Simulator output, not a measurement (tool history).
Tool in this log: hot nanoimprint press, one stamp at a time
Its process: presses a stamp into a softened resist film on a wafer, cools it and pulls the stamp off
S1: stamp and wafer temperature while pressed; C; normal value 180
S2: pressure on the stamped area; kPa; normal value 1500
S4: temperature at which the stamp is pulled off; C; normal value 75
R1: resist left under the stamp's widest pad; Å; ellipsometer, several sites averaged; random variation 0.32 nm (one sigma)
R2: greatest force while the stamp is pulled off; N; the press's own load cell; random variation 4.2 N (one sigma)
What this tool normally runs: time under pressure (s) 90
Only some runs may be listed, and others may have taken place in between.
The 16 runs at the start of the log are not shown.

run 17 hour=398.7 | S1=174 S2=1500 time_under_pressure_(s)=147 S4=75 | R1=868 R2=201
-- hour=429.8 plate thermocouple calibrated
run 18 hour=432.1 | S1=174 S2=1500 time_under_pressure_(s)=147 S4=75 | R1=903 R2=214
run 19 hour=454.4 | S1=180 S2=1930 time_under_pressure_(s)=120 S4=75 | R1=706 R2=211
run 20 hour=488.1 | S1=180 S2=1930 time_under_pressure_(s)=120 S4=75 | R1=701 R2=218
run 21 hour=512.9 | S1=180 S2=2150 time_under_pressure_(s)=78 S4=75 | R1=795 R2=226
run 22 hour=531.4 | S1=172 S2=2150 time_under_pressure_(s)=71 S4=75 | R1=1092 R2=220
run 23 hour=558.2 | S1=180 S2=1720 time_under_pressure_(s)=93 S4=75 | R1=819 R2=217
run 24 hour=581.6 | S1=183 S2=1980 time_under_pressure_(s)=90 S4=66 | R1=706 R2=266
run 25 hour=617.1 | S1=179 S2=910 time_under_pressure_(s)=90 S4=73 | R1=1111 R2=245
run 26 hour=638.5 | S1=171 S2=1500 time_under_pressure_(s)=105 S4=75 | R1=1118 R2=231
run 27 hour=656.6 | S1=171 S2=1500 time_under_pressure_(s)=105 S4=75 | R1=1122 R2=236
run 28 hour=679.3 | S1=180 S2=2260 time_under_pressure_(s)=70 S4=65 | R1=810 R2=282
run 29 hour=701.4 | S1=179 S2=940 time_under_pressure_(s)=70 S4=65 | R1=1192 R2=299
run 30 hour=732.8 | S1=179 S2=940 time_under_pressure_(s)=70 S4=65 | R1=1193 R2=300

Below are 4 alternative next runs, each starting from the tool's condition after run 30. Predict each:
run A hour=761.4 | S1=179 S2=1490 time_under_pressure_(s)=67 S4=78 | R1=? R2=?
run B hour=761.4 | S1=179 S2=940 time_under_pressure_(s)=78 S4=65 | R1=? R2=?
run C hour=761.4 | S1=180 S2=950 time_under_pressure_(s)=90 S4=75 | R1=? R2=?
run D hour=761.4 | S1=173 S2=1990 time_under_pressure_(s)=57 S4=65 | R1=? R2=?

run=A R1=1012 R2=233
run=B R1=1143 R2=307
run=C R1=1061 R2=251
run=D R1=1158 R2=302
What these runs would have given with no unlogged condition in the tool:
run=A R1=1010 R2=190
run=B R1=1148 R2=248
run=C R1=1065 R2=204
run=D R1=1152 R2=245
